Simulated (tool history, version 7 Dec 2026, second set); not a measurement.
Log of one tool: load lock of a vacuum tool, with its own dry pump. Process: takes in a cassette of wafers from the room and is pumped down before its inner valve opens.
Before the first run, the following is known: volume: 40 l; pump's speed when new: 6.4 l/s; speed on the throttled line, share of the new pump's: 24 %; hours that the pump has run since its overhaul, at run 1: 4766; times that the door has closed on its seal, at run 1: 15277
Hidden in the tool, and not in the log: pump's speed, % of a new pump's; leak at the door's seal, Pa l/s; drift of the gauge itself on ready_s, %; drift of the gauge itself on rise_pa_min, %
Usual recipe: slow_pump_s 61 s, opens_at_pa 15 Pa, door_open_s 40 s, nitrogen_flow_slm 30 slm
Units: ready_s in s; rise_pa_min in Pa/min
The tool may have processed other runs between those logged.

| run | hour | slow_pump_s | opens_at_pa | door_open_s | nitrogen_flow_slm | hours that the pump has run since its overhaul | times that the door has closed on its seal | incoming humidity of the room's air, % | ready_s | rise_pa_min |
|---|---|---|---|---|---|---|---|---|---|---|
| 1 | 0.0 | 61 | 15 | 40 | 30 | 4766 | 15277 | 47.4 | 104.0 | 0.085 |
| 2 | 214.7 | 61 | 15 | 40 | 30 | 4981 | 15500 | 46.4 | 104.1 | 0.089 |
| 3 | 571.3 | 61 | 15 | 40 | 30 | 5338 | 15870 | 46.7 | 105.1 | 0.082 |
| 4 | 788.7 | 61 | 15 | 40 | 30 | 5555 | 16095 | 42.0 | 105.3 | 0.079 |
| 5 | 1015.3 | 61 | 15 | 40 | 30 | 5782 | 16330 | 44.9 | 104.6 | 0.081 |
| 6 | 1398.4 | 61 | 15 | 40 | 30 | 6165 | 16727 | 45.0 | 106.0 | 0.089 |
| 7 | 1609.8 | 61 | 15 | 127 | 30 | 6376 | 16947 | 44.9 | 105.6 | 0.111 |
| 8 | 1941.4 | 61 | 15 | 127 | 30 | 6708 | 17290 | 46.6 | 104.4 | 0.114 |
| 9 | 2398.5 | 61 | 15 | 127 | 30 | 7165 | 17765 | 41.7 | 105.5 | 0.111 |
| 10 | 2719.9 | 61 | 15 | 40 | 11 | 7486 | 18098 | 41.4 | 105.2 | 0.100 |
| 11 | 3199.4 | 61 | 15 | 40 | 11 | 7966 | 18595 | 43.2 | 105.4 | 0.101 |
| 12 | 3450.1 | 61 | 15 | 40 | 11 | 8216 | 18855 | 40.8 | 106.4 | 0.106 |
| 13 | 3832.7 | 61 | 15 | 40 | 11 | 8599 | 19252 | 46.1 | 106.5 | 0.109 |
| 14 | 4120.9 | 61 | 15 | 40 | 11 | 8887 | 19551 | 44.4 | 107.9 | 0.112 |
| 15 | 4427.7 | 61 | 15 | 40 | 30 | 9194 | 19869 | 45.0 | 107.4 | 0.108 |
| 16 | 4756.2 | 61 | 15 | 40 | 30 | 9523 | 20209 | 42.5 | 106.6 | 0.110 |
| 17 | 5069.0 | 61 | 15 | 40 | 30 | 9835 | 20534 | 43.0 | 105.9 | 0.106 |
| 18 | 5436.5 | 61 | 15 | 40 | 30 | 10203 | 20915 | 47.5 | 107.6 | 0.113 |
| 19 | 5916.7 | 32 | 15 | 158 | 44 | 10683 | 21413 | 46.6 | 86.8 | 0.132 |
| 20 | 6231.8 | 32 | 21 | 158 | 5 | 10998 | 21740 | 44.6 | 85.0 | 0.172 |
| 21 | 6470.4 | 32 | 21 | 158 | 5 | 11237 | 21987 | 43.7 | 85.3 | 0.175 |
| 22 | 6939.1 | 59 | 30 | 158 | 5 | 11705 | 22473 | 46.7 | 103.4 | 0.180 |
| 23 | 7390.2 | 59 | 30 | 158 | 5 | 12157 | 22941 | 43.8 | 103.5 | 0.180 |
| 24 | 7688.0 | 68 | 30 | 30 | 5 | 12454 | 23250 | 46.1 | 108.7 | 0.133 |

Run 25 is up next; what results do you expect?
| 25 | 7919.2 | 61 | 15 | 231 | 30 | 12685 | 23489 | 44.2 | ? | ? |

{"run 25": {"ready_s": 109.8, "rise_pa_min": 0.162}}
With the hidden condition absent and the run-to-run variation left alone, this run would have shown ready_s 101.9 s, rise_pa_min 0.055 Pa/min.
